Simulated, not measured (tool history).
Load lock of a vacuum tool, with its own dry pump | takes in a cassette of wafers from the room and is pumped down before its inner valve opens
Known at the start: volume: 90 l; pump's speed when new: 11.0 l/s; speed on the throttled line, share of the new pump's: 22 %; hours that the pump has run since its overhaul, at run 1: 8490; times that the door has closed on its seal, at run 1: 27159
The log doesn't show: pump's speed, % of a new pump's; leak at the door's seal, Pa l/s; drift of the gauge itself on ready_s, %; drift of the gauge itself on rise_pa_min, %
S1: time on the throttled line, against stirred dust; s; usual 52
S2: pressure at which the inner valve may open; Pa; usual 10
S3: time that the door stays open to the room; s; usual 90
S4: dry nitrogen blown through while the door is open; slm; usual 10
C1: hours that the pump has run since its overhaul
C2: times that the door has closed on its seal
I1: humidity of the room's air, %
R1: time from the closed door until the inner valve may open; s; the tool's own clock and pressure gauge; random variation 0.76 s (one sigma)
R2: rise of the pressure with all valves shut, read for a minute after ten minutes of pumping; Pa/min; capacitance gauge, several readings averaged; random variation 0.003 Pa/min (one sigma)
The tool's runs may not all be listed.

{"run": 1, "hour": 0.0, "S1": 52, "S2": 10, "S3": 90, "S4": 10, "C1": 8490, "C2": 27159, "I1": 42.0, "R1": 122.2, "R2": 0.115}
{"run": 2, "hour": 343.2, "S1": 52, "S2": 10, "S3": 90, "S4": 10, "C1": 8834, "C2": 28536, "I1": 44.0, "R1": 122.9, "R2": 0.119}
{"run": 3, "hour": 755.8, "S1": 52, "S2": 10, "S3": 90, "S4": 10, "C1": 9246, "C2": 30192, "I1": 44.3, "R1": 124.0, "R2": 0.124}
{"run": 4, "hour": 960.3, "S1": 52, "S2": 10, "S3": 90, "S4": 10, "C1": 9451, "C2": 31013, "I1": 46.5, "R1": 124.6, "R2": 0.133}
{"run": 5, "hour": 1310.6, "S1": 52, "S2": 8, "S3": 90, "S4": 10, "C1": 9801, "C2": 32419, "I1": 46.0, "R1": 125.0, "R2": 0.141}
{"run": 6, "hour": 1721.7, "S1": 52, "S2": 10, "S3": 71, "S4": 10, "C1": 10212, "C2": 34069, "I1": 45.4, "R1": 124.1, "R2": 0.146}
{"run": 7, "hour": 2104.0, "S1": 52, "S2": 10, "S3": 71, "S4": 10, "C1": 10594, "C2": 35604, "I1": 44.0, "R1": 125.3, "R2": 0.145}
{"run": 8, "hour": 2372.1, "S1": 52, "S2": 10, "S3": 71, "S4": 10, "C1": 10863, "C2": 36680, "I1": 43.5, "R1": 125.0, "R2": 0.159}
{"run": 9, "hour": 2669.8, "S1": 52, "S2": 10, "S3": 71, "S4": 10, "C1": 11160, "C2": 37875, "I1": 45.7, "R1": 124.2, "R2": 0.161}
{"run": 10, "hour": 3008.9, "S1": 52, "S2": 10, "S3": 71, "S4": 10, "C1": 11499, "C2": 39236, "I1": 45.5, "R1": 125.1, "R2": 0.173}
{"run": 11, "hour": 3473.6, "S1": 52, "S2": 10, "S3": 71, "S4": 10, "C1": 11964, "C2": 41101, "I1": 46.1, "R1": 127.9, "R2": 0.174}
{"run": 12, "hour": 3680.9, "S1": 52, "S2": 10, "S3": 53, "S4": 24, "C1": 12171, "C2": 41933, "I1": 46.1, "R1": 126.0, "R2": 0.173}
{"run": 13, "hour": 4045.9, "S1": 52, "S2": 10, "S3": 53, "S4": 24, "C1": 12536, "C2": 43398, "I1": 46.0, "R1": 126.5, "R2": 0.179}
{"hour": 4112.4, "done": "door's seal changed, seat wiped"}
{"run": 14, "hour": 4438.2, "S1": 52, "S2": 10, "S3": 53, "S4": 24, "C1": 12927, "C2": 1308, "I1": 46.0, "R1": 127.0, "R2": 0.02}
{"run": 15, "hour": 4822.7, "S1": 35, "S2": 10, "S3": 90, "S4": 10, "C1": 13312, "C2": 2851, "I1": 45.8, "R1": 114.3, "R2": 0.041}
{"run": 16, "hour": 5175.1, "S1": 35, "S2": 10, "S3": 90, "S4": 10, "C1": 13664, "C2": 4266, "I1": 43.0, "R1": 114.1, "R2": 0.05}

5 ways to go on from here, each from the tool as it stands after run 16. What would each give?
{"run": "A", "hour": 5586.9, "S1": 35, "S2": 17, "S3": 50, "S4": 10, "C1": 14076, "C2": 5918, "I1": 47.5, "R1": "?", "R2": "?"}
{"run": "B", "hour": 5586.9, "S1": 52, "S2": 10, "S3": 90, "S4": 18, "C1": 14076, "C2": 5918, "I1": 47.6, "R1": "?", "R2": "?"}
{"run": "C", "hour": 5586.9, "S1": 37, "S2": 17, "S3": 222, "S4": 10, "C1": 14076, "C2": 5918, "I1": 38.8, "R1": "?", "R2": "?"}
{"run": "D", "hour": 5586.9, "S1": 52, "S2": 14, "S3": 90, "S4": 6, "C1": 14076, "C2": 5918, "I1": 46.1, "R1": "?", "R2": "?"}
{"run": "E", "hour": 5586.9, "S1": 52, "S2": 11, "S3": 112, "S4": 10, "C1": 14076, "C2": 5918, "I1": 44.5, "R1": "?", "R2": "?"}

run=A R1=110.2 R2=0.037
run=B R1=127.9 R2=0.044
run=C R1=111.9 R2=0.086
run=D R1=123.9 R2=0.063
run=E R1=125.8 R2=0.063
Without the tool's hidden state the same runs would have given:
run=A R1=98.8 R2=0.028
run=B R1=116.7 R2=0.034
run=C R1=100.8 R2=0.077
run=D R1=113.0 R2=0.053
run=E R1=114.8 R2=0.054
